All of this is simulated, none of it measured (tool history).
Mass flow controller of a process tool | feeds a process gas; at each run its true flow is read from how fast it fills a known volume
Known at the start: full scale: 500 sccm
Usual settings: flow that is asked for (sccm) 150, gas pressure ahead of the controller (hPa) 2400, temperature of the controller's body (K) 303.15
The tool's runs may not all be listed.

run      day  flow that is asked for (sccm)  gas pressure ahead of the controller (hPa)  temperature of the controller's body (K)  true flow (%)
  1        0                            150                                        2400                                    303.15          99.67
  2    8.175                            150                                        2400                                    303.15           99.7
  3   13.679                             65                                        2400                                    303.15          99.47
  4   26.154                            150                                        2610                                    303.15           99.7
  5   39.921                            132                                        2400                                    303.15           99.6
  6   51.067                            132                                        2400                                    303.15          99.62
  7   56.721                            150                                        2400                                    303.15          99.58
  8   67.592                            150                                        2400                                    294.15          98.61
  9   78.238                            150                                        2400                                    294.15          98.63
 10   89.646                            150                                        2090                                    303.15          99.37
 11  100.604                            150                                        2400                                    303.15          99.48
 12  106.512                            150                                        2400                                    303.15           99.6
 13  119.792                            150                                        2400                                    303.15          99.44
 14    130.3                            150                                        2410                                    302.15          99.38
 15   144.05                             76                                        2410                                    302.15          99.13
 16  154.842                             76                                        2410                                    302.15          99.09
 17  164.533                            412                                        2370                                    306.15         100.49
 18  174.871                            412                                        2370                                    306.15         100.66
 19  185.725                            150                                        1460                                    302.15          98.87
 20  197.854                            359                                        2400                                    303.15         100.02
 21  205.992                            238                                        1460                                    303.15          99.11
 22  214.775                            113                                        2400                                    303.15          99.26

Run 23 comes next. What will it give?
 23  220.696                             79                                        2400                                    300.15              ?

{"run 23": {"true flow (%)": 98.88}}
Without the tool's hidden state the same run would have given true flow (%) 99.23.
